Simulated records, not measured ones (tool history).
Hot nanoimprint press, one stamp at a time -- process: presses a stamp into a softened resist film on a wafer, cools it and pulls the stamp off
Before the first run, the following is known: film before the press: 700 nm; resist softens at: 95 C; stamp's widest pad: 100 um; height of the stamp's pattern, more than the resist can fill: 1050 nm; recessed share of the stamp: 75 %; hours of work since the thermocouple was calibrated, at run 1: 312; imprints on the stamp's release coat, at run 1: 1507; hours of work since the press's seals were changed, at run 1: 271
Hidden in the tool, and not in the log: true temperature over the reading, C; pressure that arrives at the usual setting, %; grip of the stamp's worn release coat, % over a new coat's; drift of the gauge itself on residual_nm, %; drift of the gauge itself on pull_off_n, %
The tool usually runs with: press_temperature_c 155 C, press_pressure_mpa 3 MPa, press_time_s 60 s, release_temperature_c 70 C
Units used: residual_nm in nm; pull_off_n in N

run   hour  press_temperature_c  press_pressure_mpa  press_time_s  release_temperature_c  hours of work since the thermocouple was calibrated  imprints on the stamp's release coat  hours of work since the press's seals were changed  residual_nm  pull_off_n
  1      0                  155                   3            60                     70                                                  312                                  1507                                                 271        318.1         200
  2    9.9                  155                   3            60                     70                                                  318                                  1544                                                 277        318.7         204
  3   27.1                  155                   3            60                     70                                                  327                                  1607                                                 286        317.3         198
  4     40                  155                   3            35                     70                                                  335                                  1654                                                 294        390.8         201
  5   58.5                  148                   3            60                     70                                                  345                                  1722                                                 304        402.8         199
  6   76.7                  148                   3            60                     70                                                  356                                  1789                                                 315        404.2         198
  7   94.5                  147                   3            60                     70                                                  366                                  1854                                                 325        417.8         199
  8    105                  147                   3            60                     70                                                  372                                  1893                                                 331        414.6         204
     116.2  -- stamp cleaned and given a new release coat
  9  122.5                  147                   3            74                     70                                                  378                                    23                                                 337          387         195
       132  -- plate thermocouple calibrated
 10  148.6                  155                   3            32                     70                                                   10                                   108                                                 351        398.1         200
 11  166.2                  155                   3            32                     70                                                   20                                   173                                                 361        395.2         197
 12  181.1                  155                   3            32                     70                                                   28                                   227                                                 369        396.8         199
 13  195.3                  155                   3            32                     70                                                   36                                   279                                                 377        398.5         199
 14  218.2                  155                   3            32                     70                                                   49                                   364                                                 390        399.8         198
 15  240.6                  155                3.47            32                     70                                                   62                                   446                                                 403        374.6         198
 16  253.7                  155                3.54            60                     70                                                   69                                   494                                                 411        291.5         196
 17    264                  155                3.54            60                     70                                                   75                                   532                                                 417        293.3         189
 18  282.3                  155                3.54            60                     70                                                   86                                   599                                                 427        291.8         195
 19  302.3                  155                3.54            60                     70                                                   97                                   672                                                 438        293.7         196
 20  321.1                  165                1.96            60                     70                                                  108                                   741                                                 449        269.4         197
 21  344.4                  155                3.43            60                     70                                                  121                                   827                                                 462        293.9         202
 22  356.5                  155                3.43            60                     70                                                  128                                   871                                                 469        293.9         204
 23  370.2                  145                   3            60                     78                                                  136                                   921                                                 477        435.5         158
 24    386                  162                1.93            60                     78                                                  145                                   980                                                 486        294.8         150
 25  398.3                  162                 3.4            99                     66                                                  152                                  1025                                                 493        184.3         218
     408.6  -- gauge calibrated
 26  408.9                  153                 4.7            32                     69                                                  158                                  1064                                                 499        362.9         198
 27  428.1                  153                 4.7            32                     69                                                  169                                  1134                                                 510        364.4         204
 28  443.7                  155                4.35            60                     70                                                  178                                  1191                                                 519        272.2         198
 29  460.2                  155                4.35            60                     70                                                  187                                  1252                                                 529        272.5         202
 30  478.5                  155                   3            60                     61                                                  198                                  1319                                                 539        318.4         248

Measured less the same run without the tool's hidden state. The same run-to-run variation is in both; the gauge's scatter may not be:
run  residual_nm
  1         +0.5
  2         +0.3
  3         -0.1
  4         -0.6
  5         -1.1
  6         -1.6
  7         -2.2
  8         -2.4
  9         -2.6
 10         -3.9
 11         -4.3
 12         -4.7
 13         -5.1
 14         -5.8
 15           -6
 16         -4.9
 17         -5.1
 18         -5.6
 19         -5.9
 20         -5.9
 21         -6.8
 22         -7.1
 23        -11.1
 24         -7.8
 25           -5
 26         +0.4
 27         -0.1
 28         -0.3
 29         -0.6
 30         -1.2
pull_off_n without the hidden state stays within 4 N of what was measured, in all runs.

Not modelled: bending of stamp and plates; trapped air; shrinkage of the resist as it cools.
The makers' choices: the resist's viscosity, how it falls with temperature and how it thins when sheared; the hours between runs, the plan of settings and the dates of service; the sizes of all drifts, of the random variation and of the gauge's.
